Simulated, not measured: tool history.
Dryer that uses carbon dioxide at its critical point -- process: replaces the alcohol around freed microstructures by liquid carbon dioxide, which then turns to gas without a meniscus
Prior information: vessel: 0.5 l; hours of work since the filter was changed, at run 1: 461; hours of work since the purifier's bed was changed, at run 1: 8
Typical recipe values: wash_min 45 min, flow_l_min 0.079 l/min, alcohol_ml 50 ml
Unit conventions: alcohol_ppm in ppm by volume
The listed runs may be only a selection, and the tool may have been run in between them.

run  hour  wash_min  flow_l_min  alcohol_ml  hours of work since the filter was changed  hours of work since the purifier's bed was changed  alcohol_ppm
  1     0        45       0.079          50                                         461                                                   8          531
  2  11.7        45       0.079          50                                         469                                                  17          573
     13.9  -- inlet filter changed
  3  18.3        45       0.114          50                                           3                                                  21           32
  4  27.1        45      0.0667          50                                          10                                                  28          634
  5  32.5        45       0.079          50                                          14                                                  32          256
  6  38.6        45       0.079          67                                          18                                                  36          341
  7  43.7        45       0.079          67                                          22                                                  40          345
  8  51.9        51      0.0487          49                                          28                                                  46         1488
  9  60.5        45      0.0694          50                                          35                                                  52          555
 10  70.5        45      0.1055          88                                          42                                                  60           79
 11  81.1        36      0.1121          24                                          50                                                  68           71
 12  85.9        35      0.0649          88                                          53                                                  71         3995
 13  94.6        35      0.0649          88                                          60                                                  78         3939
 14  99.9        35      0.0649          88                                          64                                                  82         4105

4 ways to go on from here, each from the tool as it stands after run 14. What would each give?
  A  104.9        40      0.0597          55                                          67                                                  85            ?
  B  104.9        69      0.0796          50                                          67                                                  85            ?
  C  104.9        64      0.0649         113                                          67                                                  85            ?
  D  104.9        35      0.0794          81                                          67                                                  85            ?

run  alcohol_ppm
  A         1975
  B           33
  C          248
  D         1642
Take away the tool's hidden state, keep each run's random variation, and the runs would have read:
run  alcohol_ppm
  A         1803
  B           22
  C          207
  D         1478
